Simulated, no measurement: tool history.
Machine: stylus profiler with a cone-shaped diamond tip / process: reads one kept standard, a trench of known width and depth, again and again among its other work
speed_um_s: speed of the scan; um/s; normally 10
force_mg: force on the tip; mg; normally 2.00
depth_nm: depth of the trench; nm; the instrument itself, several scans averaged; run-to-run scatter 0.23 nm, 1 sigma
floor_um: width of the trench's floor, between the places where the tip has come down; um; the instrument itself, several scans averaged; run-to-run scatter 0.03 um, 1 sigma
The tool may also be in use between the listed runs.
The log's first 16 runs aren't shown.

{"run": 17, "hour": 287.8, "speed_um_s": 10, "force_mg": 5.21, "depth_nm": 1023.34, "floor_um": 46.33}
{"run": 18, "hour": 309.6, "speed_um_s": 10, "force_mg": 2.0, "depth_nm": 1012.49, "floor_um": 46.39}
{"run": 19, "hour": 330.1, "speed_um_s": 10, "force_mg": 2.0, "depth_nm": 1012.66, "floor_um": 46.36}
{"run": 20, "hour": 352.3, "speed_um_s": 10, "force_mg": 2.0, "depth_nm": 1012.61, "floor_um": 46.39}
{"run": 21, "hour": 375.1, "speed_um_s": 10, "force_mg": 2.0, "depth_nm": 1012.23, "floor_um": 46.34}
{"run": 22, "hour": 385.2, "speed_um_s": 3, "force_mg": 2.0, "depth_nm": 1012.61, "floor_um": 46.29}
{"run": 23, "hour": 401.4, "speed_um_s": 10, "force_mg": 2.0, "depth_nm": 1012.43, "floor_um": 46.32}
{"run": 24, "hour": 420.0, "speed_um_s": 10, "force_mg": 2.0, "depth_nm": 1012.0, "floor_um": 46.29}
{"run": 25, "hour": 438.5, "speed_um_s": 4, "force_mg": 0.7, "depth_nm": 1006.32, "floor_um": 46.27}
{"run": 26, "hour": 454.1, "speed_um_s": 10, "force_mg": 1.67, "depth_nm": 1010.69, "floor_um": 46.26}
{"run": 27, "hour": 475.1, "speed_um_s": 24, "force_mg": 1.1, "depth_nm": 1007.87, "floor_um": 46.16}
{"run": 28, "hour": 499.0, "speed_um_s": 2, "force_mg": 1.23, "depth_nm": 1008.8, "floor_um": 46.27}
{"run": 29, "hour": 513.8, "speed_um_s": 2, "force_mg": 1.23, "depth_nm": 1008.28, "floor_um": 46.28}
{"run": 30, "hour": 531.8, "speed_um_s": 10, "force_mg": 2.0, "depth_nm": 1012.02, "floor_um": 46.25}
{"run": 31, "hour": 545.3, "speed_um_s": 10, "force_mg": 2.0, "depth_nm": 1012.09, "floor_um": 46.23}
{"run": 32, "hour": 557.1, "speed_um_s": 3, "force_mg": 1.67, "depth_nm": 1010.49, "floor_um": 46.29}
{"run": 33, "hour": 574.7, "speed_um_s": 32, "force_mg": 1.03, "depth_nm": 1007.42, "floor_um": 46.14}
{"run": 34, "hour": 586.4, "speed_um_s": 5, "force_mg": 1.11, "depth_nm": 1008.09, "floor_um": 46.21}
{"run": 35, "hour": 603.3, "speed_um_s": 5, "force_mg": 1.11, "depth_nm": 1008.25, "floor_um": 46.24}
{"run": 36, "hour": 626.2, "speed_um_s": 5, "force_mg": 1.11, "depth_nm": 1008.24, "floor_um": 46.22}
{"run": 37, "hour": 637.2, "speed_um_s": 22, "force_mg": 1.01, "depth_nm": 1007.67, "floor_um": 46.21}
{"run": 38, "hour": 658.6, "speed_um_s": 13, "force_mg": 2.53, "depth_nm": 1014.2, "floor_um": 46.16}

What does the tool deliver on the next run?
{"run": 39, "hour": 680.2, "speed_um_s": 5, "force_mg": 3.78, "depth_nm": "?", "floor_um": "?"}

For run 39 the tool returned depth_nm 1018.53 nm, floor_um 46.21 um.
With no hidden state in the tool, this same run would have given depth_nm 1018.97 nm, floor_um 46.54 um.

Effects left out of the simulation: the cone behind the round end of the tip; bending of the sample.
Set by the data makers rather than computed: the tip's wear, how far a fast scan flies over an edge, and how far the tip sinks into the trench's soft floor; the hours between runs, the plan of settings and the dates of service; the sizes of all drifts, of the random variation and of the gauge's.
